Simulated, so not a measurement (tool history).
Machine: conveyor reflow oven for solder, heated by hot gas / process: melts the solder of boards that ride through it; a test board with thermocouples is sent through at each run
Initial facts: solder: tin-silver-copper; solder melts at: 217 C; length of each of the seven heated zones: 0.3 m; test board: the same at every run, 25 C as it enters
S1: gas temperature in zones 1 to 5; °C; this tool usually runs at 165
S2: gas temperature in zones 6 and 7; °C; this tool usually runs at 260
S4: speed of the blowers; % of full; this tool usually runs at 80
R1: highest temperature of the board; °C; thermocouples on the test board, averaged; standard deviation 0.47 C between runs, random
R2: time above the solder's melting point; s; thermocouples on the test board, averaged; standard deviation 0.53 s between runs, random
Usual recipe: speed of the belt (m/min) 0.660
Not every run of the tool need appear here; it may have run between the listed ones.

Run 1, hour 0.0: usual settings. Result: R1 241.0 °C, R2 31.8 s.
Run 2, hour 23.1: usual settings. Result: R1 241.3 °C, R2 32.0 s.
Run 3, hour 62.1: usual settings. Result: R1 240.3 °C, R2 31.9 s.
Run 4, hour 87.9: usual settings. Result: R1 242.2 °C, R2 31.7 s.
Run 5, hour 110.9: usual settings. Result: R1 240.6 °C, R2 31.7 s.
Run 6, hour 155.7: usual settings. Result: R1 241.3 °C, R2 31.3 s.
Run 7, hour 202.3: usual settings. Result: R1 239.6 °C, R2 31.3 s.
Run 8, hour 245.7: usual settings but S2 257 °C. Result: R1 237.1 °C, R2 28.9 s.
At hour 254.8: flux residue cleaned out of gas plates and filters.
Run 9, hour 272.3: usual settings but S2 257 °C. Result: R1 235.3 °C, R2 26.5 s.
Run 10, hour 315.7: usual settings but S2 257 °C. Result: R1 234.2 °C, R2 27.7 s.
Run 11, hour 353.6: usual settings but speed of the belt (m/min) 0.692. Result: R1 235.3 °C, R2 25.1 s.
Run 12, hour 402.7: usual settings but speed of the belt (m/min) 0.692. Result: R1 234.9 °C, R2 24.4 s.
At hour 415.6: thermocouples of zones 6 and 7 changed.
Run 13, hour 426.1: usual settings but S1 174 °C, S2 273 °C, speed of the belt (m/min) 0.670. Result: R1 251.7 °C, R2 40.1 s.

Forecast run 14:
At hour 453.0: flux residue cleaned out of gas plates and filters, once more.
Run 14, hour 476.5: usual settings but S1 174 °C, S2 273 °C, speed of the belt (m/min) 0.670. Result: R1 ?, R2 ?.

{"run 14": {"R1": 257.9, "R2": 43.5}}
On a tool with no hidden condition, and with the same random variation, this run would have come out at R1 258.3 °C, R2 43.5 s.
